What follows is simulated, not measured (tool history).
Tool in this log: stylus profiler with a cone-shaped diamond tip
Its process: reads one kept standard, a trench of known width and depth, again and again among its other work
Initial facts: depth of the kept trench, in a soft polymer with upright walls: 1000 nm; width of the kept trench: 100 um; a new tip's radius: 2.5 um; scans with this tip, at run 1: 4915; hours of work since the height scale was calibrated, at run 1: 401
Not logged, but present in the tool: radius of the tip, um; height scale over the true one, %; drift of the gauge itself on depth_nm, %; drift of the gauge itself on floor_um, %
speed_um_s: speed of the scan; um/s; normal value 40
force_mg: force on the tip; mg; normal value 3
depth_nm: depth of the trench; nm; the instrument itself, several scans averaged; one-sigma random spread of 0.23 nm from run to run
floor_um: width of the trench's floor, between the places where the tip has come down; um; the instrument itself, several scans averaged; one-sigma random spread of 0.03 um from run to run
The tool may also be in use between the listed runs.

| run | hour | speed_um_s | force_mg | scans with this tip | hours of work since the height scale was calibrated | depth_nm | floor_um |
|---|---|---|---|---|---|---|---|
| 1 | 0 | 40 | 3 | 4915 | 401 | 1010.99 | 95.81 |
| 2 | 41.6 | 40 | 3 | 5192 | 423 | 1011.38 | 95.82 |
| 3 | 112.8 | 40 | 3 | 5667 | 462 | 1010.89 | 95.83 |
| 4 | 171 | 40 | 3 | 6055 | 494 | 1011.48 | 95.8 |
| 5 | 252.3 | 40 | 3 | 6597 | 538 | 1010.88 | 95.84 |
| 6 | 330 | 40 | 3 | 7115 | 580 | 1011.15 | 95.8 |
| 7 | 408.6 | 40 | 3 | 7639 | 623 | 1010.9 | 95.85 |
| 8 | 443.3 | 40 | 3 | 7870 | 642 | 1010.8 | 95.8 |
| 9 | 500.5 | 40 | 3 | 8251 | 673 | 1011.08 | 95.83 |
| 10 | 569.8 | 40 | 3 | 8713 | 710 | 1010.97 | 95.83 |
| 11 | 604.6 | 40 | 3 | 8946 | 729 | 1010.85 | 95.84 |
| 12 | 659.6 | 10 | 3 | 9312 | 759 | 1010.8 | 96 |
| 13 | 739.1 | 147 | 1.9 | 9843 | 802 | 1008.11 | 95.24 |
| 14 | 821.1 | 11 | 1.98 | 10389 | 847 | 1008.02 | 95.99 |
| 15 | 880.3 | 11 | 1.98 | 10784 | 879 | 1008.27 | 95.87 |
| 16 | 926.3 | 30 | 1.49 | 11091 | 904 | 1006.93 | 95.81 |
| 17 | 977.7 | 52 | 1.48 | 11433 | 932 | 1007.05 | 95.65 |
| 18 | 1025.5 | 52 | 1.48 | 11752 | 958 | 1007.01 | 95.73 |
| 19 | 1079.4 | 44 | 3 | 12111 | 987 | 1010.69 | 95.79 |
| 20 | 1122.1 | 24 | 5.76 | 12396 | 1011 | 1016.95 | 95.94 |
| 21 | 1161.4 | 66 | 2.54 | 12658 | 1032 | 1009.39 | 95.7 |
| 22 | 1230.8 | 54 | 1 | 13121 | 1070 | 1004.93 | 95.64 |

Run 23 comes next. What will it give?
| 23 | 1280.8 | 59 | 1.42 | 13454 | 1097 | ? | ? |

{"run 23": {"depth_nm": 1006.89, "floor_um": 95.69}}
Were there no unlogged condition in the tool, this run, its random variation unchanged, would have produced depth_nm 1006.94 nm, floor_um 95.71 um.
